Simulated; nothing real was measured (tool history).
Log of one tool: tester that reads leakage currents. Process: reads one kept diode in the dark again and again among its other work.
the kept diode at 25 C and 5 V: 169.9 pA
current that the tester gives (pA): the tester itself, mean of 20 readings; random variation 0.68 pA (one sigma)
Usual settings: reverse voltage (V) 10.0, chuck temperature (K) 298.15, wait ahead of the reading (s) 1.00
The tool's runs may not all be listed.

| run | hour | reverse voltage (V) | chuck temperature (K) | wait ahead of the reading (s) | current that the tester gives (pA) |
|---|---|---|---|---|---|
| 1 | 0.0 | 10.0 | 298.15 | 1.00 | 219.30 |
| 2 | 56.2 | 10.0 | 298.15 | 1.00 | 219.86 |
| 3 | 162.4 | 10.0 | 298.15 | 8.77 | 215.32 |
| 4 | 236.1 | 10.0 | 298.15 | 8.77 | 216.63 |
| 5 | 302.8 | 10.0 | 298.15 | 8.77 | 214.94 |
| 6 | 351.2 | 2.2 | 332.15 | 8.77 | 1354.30 |
| 7 | 397.0 | 1.3 | 302.15 | 8.77 | 125.99 |
| 8 | 474.2 | 5.5 | 305.15 | 1.00 | 285.92 |
| 9 | 585.2 | 4.0 | 298.15 | 1.00 | 145.52 |
|  | 646.1 | chuck's temperature calibrated |
| 10 | 685.7 | 4.0 | 298.15 | 1.00 | 163.16 |

Forecast each of these 4 alternatives for the next run:
|  | 715.9 | probe card cleaned and baked |
| A | 773.6 | 1.0 | 304.15 | 1.00 | ? |
|  | 715.9 | probe card cleaned and baked |
| B | 773.6 | 1.4 | 298.15 | 1.00 | ? |
|  | 715.9 | probe card cleaned and baked |
| C | 773.6 | 5.1 | 308.15 | 0.73 | ? |
|  | 715.9 | probe card cleaned and baked |
| D | 773.6 | 6.6 | 320.15 | 0.65 | ? |

| run | current that the tester gives (pA) |
|---|---|
| A | 143.36 |
| B | 101.51 |
| C | 368.58 |
| D | 978.03 |
Without the tool's hidden state the same runs would have given:
| run | current that the tester gives (pA) |
|---|---|
| A | 148.20 |
| B | 104.90 |
| C | 380.70 |
| D | 1010.20 |
